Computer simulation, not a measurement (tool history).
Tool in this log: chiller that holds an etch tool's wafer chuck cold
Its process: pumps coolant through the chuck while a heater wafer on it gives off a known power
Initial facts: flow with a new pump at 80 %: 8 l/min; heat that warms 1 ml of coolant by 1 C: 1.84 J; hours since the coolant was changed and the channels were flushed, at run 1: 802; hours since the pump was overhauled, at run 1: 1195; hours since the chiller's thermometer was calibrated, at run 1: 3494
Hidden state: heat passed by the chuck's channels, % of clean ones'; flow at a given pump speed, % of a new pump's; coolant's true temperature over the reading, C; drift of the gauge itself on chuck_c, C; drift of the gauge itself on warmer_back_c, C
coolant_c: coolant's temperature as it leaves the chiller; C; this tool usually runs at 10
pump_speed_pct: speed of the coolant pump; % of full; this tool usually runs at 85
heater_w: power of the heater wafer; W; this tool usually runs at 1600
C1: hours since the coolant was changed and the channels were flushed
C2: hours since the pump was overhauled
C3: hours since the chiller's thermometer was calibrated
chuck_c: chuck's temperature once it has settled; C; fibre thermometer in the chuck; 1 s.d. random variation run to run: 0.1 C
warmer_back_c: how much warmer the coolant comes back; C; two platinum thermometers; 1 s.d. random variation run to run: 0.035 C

run 1 hour=0 | coolant_c=10 pump_speed_pct=85 heater_w=1600 | C1=802 C2=1195 C3=3494 | chuck_c=23.7 warmer_back_c=6.31
run 2 hour=24.3 | coolant_c=10 pump_speed_pct=85 heater_w=1600 | C1=827 C2=1220 C3=3519 | chuck_c=23.6 warmer_back_c=6.26
run 3 hour=40 | coolant_c=10 pump_speed_pct=85 heater_w=1600 | C1=842 C2=1235 C3=3534 | chuck_c=23.5 warmer_back_c=6.29
run 4 hour=65 | coolant_c=10 pump_speed_pct=85 heater_w=1600 | C1=867 C2=1260 C3=3559 | chuck_c=23.4 warmer_back_c=6.26
run 5 hour=86.4 | coolant_c=10 pump_speed_pct=85 heater_w=1600 | C1=889 C2=1282 C3=3581 | chuck_c=23.7 warmer_back_c=6.27
run 6 hour=114.1 | coolant_c=10 pump_speed_pct=85 heater_w=1600 | C1=916 C2=1310 C3=3608 | chuck_c=23.6 warmer_back_c=6.34
run 7 hour=132.6 | coolant_c=10 pump_speed_pct=85 heater_w=1600 | C1=935 C2=1328 C3=3627 | chuck_c=23.6 warmer_back_c=6.27
-- hour=146.1 chiller's thermometer calibrated
run 8 hour=159.2 | coolant_c=10 pump_speed_pct=85 heater_w=1600 | C1=960 C2=1354 C3=13 | chuck_c=23.9 warmer_back_c=6.29
run 9 hour=183.5 | coolant_c=10 pump_speed_pct=85 heater_w=1600 | C1=985 C2=1378 C3=37 | chuck_c=24 warmer_back_c=6.34
run 10 hour=203.4 | coolant_c=10 pump_speed_pct=85 heater_w=1600 | C1=1005 C2=1398 C3=57 | chuck_c=23.9 warmer_back_c=6.27
run 11 hour=220.8 | coolant_c=11 pump_speed_pct=85 heater_w=1600 | C1=1022 C2=1415 C3=75 | chuck_c=25 warmer_back_c=6.34
run 12 hour=251.2 | coolant_c=11 pump_speed_pct=85 heater_w=1600 | C1=1052 C2=1446 C3=105 | chuck_c=24.8 warmer_back_c=6.35
run 13 hour=274.3 | coolant_c=11 pump_speed_pct=85 heater_w=1600 | C1=1076 C2=1469 C3=128 | chuck_c=24.9 warmer_back_c=6.27
run 14 hour=287.9 | coolant_c=13 pump_speed_pct=61 heater_w=1061 | C1=1089 C2=1482 C3=142 | chuck_c=24.4 warmer_back_c=5.74
run 15 hour=302.3 | coolant_c=13 pump_speed_pct=61 heater_w=1061 | C1=1103 C2=1497 C3=156 | chuck_c=24.4 warmer_back_c=5.71
run 16 hour=331.4 | coolant_c=10 pump_speed_pct=96 heater_w=1109 | C1=1133 C2=1526 C3=185 | chuck_c=19.1 warmer_back_c=3.91
run 17 hour=350.7 | coolant_c=16 pump_speed_pct=86 heater_w=979 | C1=1152 C2=1545 C3=205 | chuck_c=24.6 warmer_back_c=3.82
run 18 hour=377.7 | coolant_c=16 pump_speed_pct=86 heater_w=979 | C1=1179 C2=1572 C3=232 | chuck_c=24.4 warmer_back_c=3.83
run 19 hour=397.6 | coolant_c=12 pump_speed_pct=80 heater_w=1729 | C1=1199 C2=1592 C3=252 | chuck_c=27.8 warmer_back_c=7.23
run 20 hour=420.8 | coolant_c=9 pump_speed_pct=90 heater_w=2064 | C1=1222 C2=1615 C3=275 | chuck_c=26.3 warmer_back_c=7.73
run 21 hour=440.1 | coolant_c=9 pump_speed_pct=90 heater_w=2064 | C1=1241 C2=1634 C3=294 | chuck_c=26.6 warmer_back_c=7.75
run 22 hour=466.2 | coolant_c=9 pump_speed_pct=90 heater_w=2064 | C1=1267 C2=1661 C3=320 | chuck_c=26.4 warmer_back_c=7.71
run 23 hour=495.8 | coolant_c=4 pump_speed_pct=95 heater_w=2028 | C1=1297 C2=1690 C3=350 | chuck_c=20.5 warmer_back_c=7.16
run 24 hour=522 | coolant_c=4 pump_speed_pct=90 heater_w=2381 | C1=1323 C2=1716 C3=376 | chuck_c=24.1 warmer_back_c=8.9
run 25 hour=550.1 | coolant_c=14 pump_speed_pct=76 heater_w=1600 | C1=1351 C2=1744 C3=404 | chuck_c=28.9 warmer_back_c=7.1
run 26 hour=579.4 | coolant_c=13 pump_speed_pct=64 heater_w=1784 | C1=1381 C2=1774 C3=433 | chuck_c=31.6 warmer_back_c=9.33

Here are 3 independent what-if runs from the current tool condition. What would each one return?
run A hour=610.4 | coolant_c=19 pump_speed_pct=85 heater_w=1030 | C1=1412 C2=1805 C3=464 | chuck_c=? warmer_back_c=?
run B hour=610.4 | coolant_c=18 pump_speed_pct=91 heater_w=2120 | C1=1412 C2=1805 C3=464 | chuck_c=? warmer_back_c=?
run C hour=610.4 | coolant_c=4 pump_speed_pct=67 heater_w=1217 | C1=1412 C2=1805 C3=464 | chuck_c=? warmer_back_c=?

run=A chuck_c=28.2 warmer_back_c=4.1
run=B chuck_c=35.8 warmer_back_c=7.97
run=C chuck_c=16.4 warmer_back_c=6.07
Without the tool's hidden state the same runs would have given:
run=A chuck_c=27.9 warmer_back_c=3.97
run=B chuck_c=35.2 warmer_back_c=7.72
run=C chuck_c=15.9 warmer_back_c=5.88
